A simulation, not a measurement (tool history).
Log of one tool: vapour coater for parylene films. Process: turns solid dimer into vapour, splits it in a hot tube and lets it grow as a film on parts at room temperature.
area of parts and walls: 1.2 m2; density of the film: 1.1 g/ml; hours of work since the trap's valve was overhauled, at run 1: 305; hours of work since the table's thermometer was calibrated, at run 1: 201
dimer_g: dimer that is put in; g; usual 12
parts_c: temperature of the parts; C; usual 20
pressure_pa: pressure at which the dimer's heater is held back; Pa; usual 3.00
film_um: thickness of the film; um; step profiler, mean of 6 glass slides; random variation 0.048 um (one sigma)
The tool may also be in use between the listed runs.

run,day,dimer_g,parts_c,pressure_pa,hours of work since the trap's valve was overhauled,hours of work since the table's thermometer was calibrated,film_um
1,0.000,12,20,3.00,305,201,4.66
# day 1.371: trap's valve overhauled
2,2.733,12,20,3.00,20,239,4.36
3,4.442,10,20,3.00,45,264,3.60
4,6.750,10,20,3.00,80,298,3.53
# day 8.154: trap's valve overhauled, once more
5,8.642,12,20,3.00,7,324,5.32
6,10.421,8,20,3.00,34,350,3.47
7,12.517,5,20,3.00,65,381,2.15
8,14.088,5,20,3.00,88,404,2.16
9,15.488,5,20,3.00,108,425,2.05
10,17.217,5,20,3.00,134,450,2.10
11,19.442,12,18,10.70,167,483,4.77
12,21.425,11,16,8.49,196,513,4.61
13,23.579,7,26,3.58,228,545,2.42
14,24.817,6,20,3.67,246,563,2.33
15,26.329,6,20,3.67,269,585,2.35
16,28.700,6,20,3.67,304,620,2.27

4 ways to go on from here, each from the tool as it stands after run 16. What would each give?
# day 30.104: trap's valve overhauled
A,30.454,20,20,4.44,5,644,?
# day 30.104: trap's valve overhauled
B,30.454,10,20,3.67,5,644,?
# day 30.104: trap's valve overhauled
C,30.454,8,17,10.05,5,644,?
# day 30.104: trap's valve overhauled
D,30.454,13,16,2.25,5,644,?

run,film_um
A,8.63
B,4.36
C,3.57
D,6.40
Without the tool's hidden state the same runs would have given:
run,film_um
A,8.78
B,4.44
C,3.63
D,6.51
